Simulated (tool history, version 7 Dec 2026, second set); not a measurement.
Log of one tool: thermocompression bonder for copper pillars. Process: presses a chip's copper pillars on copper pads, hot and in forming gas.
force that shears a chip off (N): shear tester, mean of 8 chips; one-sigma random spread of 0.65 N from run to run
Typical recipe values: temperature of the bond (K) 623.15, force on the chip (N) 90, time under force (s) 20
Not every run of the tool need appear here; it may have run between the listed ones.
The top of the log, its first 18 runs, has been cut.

| run | hour | temperature of the bond (K) | force on the chip (N) | time under force (s) | hours of work since the heater was calibrated | hours of work since the force cell was calibrated | hours of work since the gas filter was changed | force that shears a chip off (N) |
|---|---|---|---|---|---|---|---|---|
| 19 | 182.7 | 618.15 | 90 | 38 | 339 | 109 | 137 | 75.6 |
| 20 | 196.1 | 641.15 | 125 | 12 | 345 | 116 | 143 | 76.5 |
| 21 | 207.4 | 641.15 | 125 | 12 | 351 | 122 | 149 | 76.8 |
| 22 | 216.5 | 641.15 | 97 | 12 | 355 | 126 | 153 | 67.5 |
| 23 | 226.6 | 641.15 | 97 | 12 | 360 | 131 | 158 | 67.9 |
| 24 | 240.1 | 637.15 | 114 | 15 | 367 | 138 | 165 | 75.5 |
| 25 | 253.9 | 637.15 | 114 | 15 | 373 | 144 | 172 | 75.3 |
| 26 | 267.0 | 637.15 | 114 | 15 | 380 | 151 | 178 | 76.4 |
| 27 | 274.5 | 637.15 | 97 | 15 | 383 | 154 | 182 | 69.6 |
| 28 | 287.3 | 623.15 | 112 | 21 | 390 | 161 | 188 | 73.5 |
| 29 | 298.4 | 633.15 | 78 | 32 | 395 | 166 | 193 | 77.4 |
| 30 | 304.6 | 633.15 | 78 | 32 | 398 | 169 | 196 | 77.6 |

For run 31, what comes out?
| 31 | 312.8 | 633.15 | 78 | 32 | 402 | 173 | 200 | ? |

force that shears a chip off (N): 77.8
On a tool with no hidden condition, and with the same random variation, this run would have come out at force that shears a chip off (N) 78.1.
